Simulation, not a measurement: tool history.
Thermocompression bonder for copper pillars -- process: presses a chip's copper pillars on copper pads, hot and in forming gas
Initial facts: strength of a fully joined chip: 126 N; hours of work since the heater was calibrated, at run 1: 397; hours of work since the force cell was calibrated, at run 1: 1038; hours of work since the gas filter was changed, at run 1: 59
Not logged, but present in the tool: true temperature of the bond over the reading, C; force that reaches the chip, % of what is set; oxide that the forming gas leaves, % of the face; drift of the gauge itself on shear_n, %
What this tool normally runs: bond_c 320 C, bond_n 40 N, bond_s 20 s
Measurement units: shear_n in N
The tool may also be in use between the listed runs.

| run | hour | bond_c | bond_n | bond_s | hours of work since the heater was calibrated | hours of work since the force cell was calibrated | hours of work since the gas filter was changed | shear_n |
|---|---|---|---|---|---|---|---|---|
| 1 | 0.0 | 320 | 40 | 20 | 397 | 1038 | 59 | 91.0 |
| 2 | 13.4 | 320 | 42 | 20 | 406 | 1047 | 69 | 93.3 |
| 3 | 21.4 | 320 | 42 | 20 | 412 | 1052 | 74 | 94.6 |
|  | 29.2 | force cell calibrated |
| 4 | 33.1 | 320 | 42 | 20 | 419 | 3 | 81 | 94.0 |
| 5 | 44.6 | 320 | 42 | 20 | 426 | 11 | 89 | 92.5 |
| 6 | 55.1 | 320 | 42 | 20 | 434 | 18 | 96 | 94.8 |
| 7 | 66.2 | 306 | 40 | 20 | 441 | 26 | 104 | 84.2 |
| 8 | 76.6 | 349 | 40 | 20 | 449 | 33 | 111 | 101.8 |

Run 9 is up next; what results do you expect?
| 9 | 88.5 | 334 | 31 | 27 | 457 | 41 | 119 | ? |

shear_n: 89.2 N
Without the tool's hidden state the same run would have given shear_n 89.7 N.
